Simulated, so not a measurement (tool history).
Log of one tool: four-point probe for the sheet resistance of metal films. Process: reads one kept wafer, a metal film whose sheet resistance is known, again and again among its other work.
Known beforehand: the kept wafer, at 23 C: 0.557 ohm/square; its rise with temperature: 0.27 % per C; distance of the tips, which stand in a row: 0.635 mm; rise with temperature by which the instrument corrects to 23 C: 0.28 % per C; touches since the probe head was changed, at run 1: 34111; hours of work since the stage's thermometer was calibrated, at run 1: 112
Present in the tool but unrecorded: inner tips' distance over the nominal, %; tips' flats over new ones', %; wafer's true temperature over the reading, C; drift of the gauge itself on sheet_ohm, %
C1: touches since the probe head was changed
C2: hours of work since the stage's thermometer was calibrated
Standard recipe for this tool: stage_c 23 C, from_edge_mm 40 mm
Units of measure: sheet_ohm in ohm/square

Run 1, day 0.000: usual settings; C1 34111; C2 112. Result: sheet_ohm 0.564791 ohm/square.
Run 2, day 0.358: usual settings; C1 34331; C2 116. Result: sheet_ohm 0.564942 ohm/square.
Run 3, day 0.825: usual settings; C1 34615; C2 120. Result: sheet_ohm 0.564788 ohm/square.
Run 4, day 1.112: usual settings; C1 34793; C2 123. Result: sheet_ohm 0.565222 ohm/square.
Run 5, day 1.625: usual settings but from_edge_mm 5 mm; C1 35106; C2 128. Result: sheet_ohm 0.569821 ohm/square.
Run 6, day 1.925: usual settings but from_edge_mm 5 mm; C1 35291; C2 131. Result: sheet_ohm 0.569638 ohm/square.
Run 7, day 2.496: usual settings but from_edge_mm 5 mm; C1 35640; C2 137. Result: sheet_ohm 0.569829 ohm/square.
Run 8, day 3.062: usual settings but from_edge_mm 5 mm; C1 35988; C2 143. Result: sheet_ohm 0.569833 ohm/square.
Run 9, day 3.688: usual settings but from_edge_mm 5 mm; C1 36368; C2 149. Result: sheet_ohm 0.570046 ohm/square.
Run 10, day 4.038: usual settings; C1 36584; C2 152. Result: sheet_ohm 0.565093 ohm/square.
Run 11, day 4.633: usual settings; C1 36948; C2 158. Result: sheet_ohm 0.565138 ohm/square.
Run 12, day 4.925: usual settings; C1 37129; C2 161. Result: sheet_ohm 0.565348 ohm/square.
Run 13, day 5.558: usual settings; C1 37515; C2 167. Result: sheet_ohm 0.564887 ohm/square.
Run 14, day 5.858: usual settings but stage_c 22 C; C1 37700; C2 170. Result: sheet_ohm 0.565361 ohm/square.
Run 15, day 6.396: usual settings but stage_c 22 C; C1 38028; C2 176. Result: sheet_ohm 0.565586 ohm/square.
Run 16, day 6.754: usual settings but stage_c 22 C; C1 38248; C2 179. Result: sheet_ohm 0.565279 ohm/square.
Run 17, day 7.400: usual settings but stage_c 22 C; C1 38643; C2 186. Result: sheet_ohm 0.565423 ohm/square.
Run 18, day 7.900: usual settings but stage_c 22 C; C1 38950; C2 191. Result: sheet_ohm 0.565372 ohm/square.
Run 19, day 8.371: usual settings but stage_c 22 C, from_edge_mm 3 mm; C1 39238; C2 195. Result: sheet_ohm 0.578822 ohm/square.
Run 20, day 8.750: usual settings but stage_c 30 C, from_edge_mm 9 mm; C1 39472; C2 199. Result: sheet_ohm 0.566609 ohm/square.
Run 21, day 9.188: usual settings but stage_c 30 C, from_edge_mm 9 mm; C1 39739; C2 203. Result: sheet_ohm 0.566579 ohm/square.
Run 22, day 9.708: usual settings but stage_c 25 C, from_edge_mm 4 mm; C1 40058; C2 208. Result: sheet_ohm 0.572977 ohm/square.
Run 23, day 9.992: usual settings but stage_c 25 C, from_edge_mm 4 mm; C1 40232; C2 211. Result: sheet_ohm 0.572959 ohm/square.
Run 24, day 10.288: usual settings but stage_c 25 C, from_edge_mm 4 mm; C1 40412; C2 214. Result: sheet_ohm 0.572838 ohm/square.
Run 25, day 10.612: usual settings but stage_c 25 C, from_edge_mm 4 mm; C1 40612; C2 217. Result: sheet_ohm 0.572713 ohm/square.
Run 26, day 11.262: usual settings but stage_c 25 C, from_edge_mm 4 mm; C1 41009; C2 224. Result: sheet_ohm 0.573171 ohm/square.
Run 27, day 11.888: usual settings but stage_c 26 C; C1 41393; C2 230. Result: sheet_ohm 0.565695 ohm/square.
Run 28, day 12.450: usual settings but stage_c 26 C; C1 41737; C2 236. Result: sheet_ohm 0.565851 ohm/square.
Run 29, day 12.771: usual settings but stage_c 25 C, from_edge_mm 6 mm; C1 41934; C2 239. Result: sheet_ohm 0.568684 ohm/square.
Run 30, day 13.346: usual settings but stage_c 28 C; C1 42288; C2 245. Result: sheet_ohm 0.565472 ohm/square.
Run 31, day 13.879: usual settings but stage_c 28 C; C1 42614; C2 250. Result: sheet_ohm 0.565670 ohm/square.
Run 32, day 14.333: usual settings but stage_c 26 C, from_edge_mm 11 mm; C1 42892; C2 254. Result: sheet_ohm 0.566678 ohm/square.

Run 33, settings as shown, results not yet in. Your forecast:
Run 33, day 14.612: usual settings but stage_c 26 C, from_edge_mm 11 mm; C1 43063; C2 257. Result: sheet_ohm ?.

sheet_ohm: 0.566703 ohm/square
With no hidden state in the tool, this same run would have given sheet_ohm 0.558009 ohm/square.

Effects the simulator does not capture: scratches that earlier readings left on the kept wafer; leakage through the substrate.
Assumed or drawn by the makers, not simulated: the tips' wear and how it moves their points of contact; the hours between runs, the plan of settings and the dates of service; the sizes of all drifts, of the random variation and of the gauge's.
